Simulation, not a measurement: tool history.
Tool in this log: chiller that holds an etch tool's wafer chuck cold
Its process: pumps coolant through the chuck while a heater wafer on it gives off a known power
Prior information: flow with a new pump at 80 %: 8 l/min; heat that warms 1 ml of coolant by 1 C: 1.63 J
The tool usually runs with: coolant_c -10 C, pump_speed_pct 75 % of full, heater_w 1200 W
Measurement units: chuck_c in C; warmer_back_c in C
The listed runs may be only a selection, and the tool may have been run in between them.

run,hour,coolant_c,pump_speed_pct,heater_w,chuck_c,warmer_back_c
1,0.0,-10,75,1200,1.3,6.24
2,77.6,-10,75,1200,1.4,6.26
3,171.5,-10,75,1200,1.5,6.23
4,237.5,-10,75,1200,1.5,6.20
5,335.0,-2,75,1200,9.5,6.20
6,432.9,-10,75,1200,1.5,6.29
7,514.2,-10,75,1200,1.6,6.32
8,558.4,-3,75,1200,8.7,6.29
9,654.9,-3,75,1200,8.6,6.35
10,732.5,-3,75,680,3.4,3.57
11,787.8,-3,75,680,3.5,3.56
12,889.0,-5,75,1200,6.9,6.39
13,984.2,-8,61,1668,11.6,10.85

Alternative continuations, all from the tool just after run 13; predict every row:
A,1030.9,-10,94,1200,?,?
B,1030.9,-8,81,1711,?,?
C,1030.9,-7,61,1668,?,?
D,1030.9,-18,67,1668,?,?
E,1030.9,-3,73,728,?,?

run,chuck_c,warmer_back_c
A,0.0,5.06
B,8.2,8.40
C,12.4,10.84
D,0.0,9.95
E,4.2,3.93
What these runs would have given with no unlogged condition in the tool:
run,chuck_c,warmer_back_c
A,-0.9,4.67
B,6.5,7.76
C,10.3,10.02
D,-1.9,9.19
E,3.7,3.63
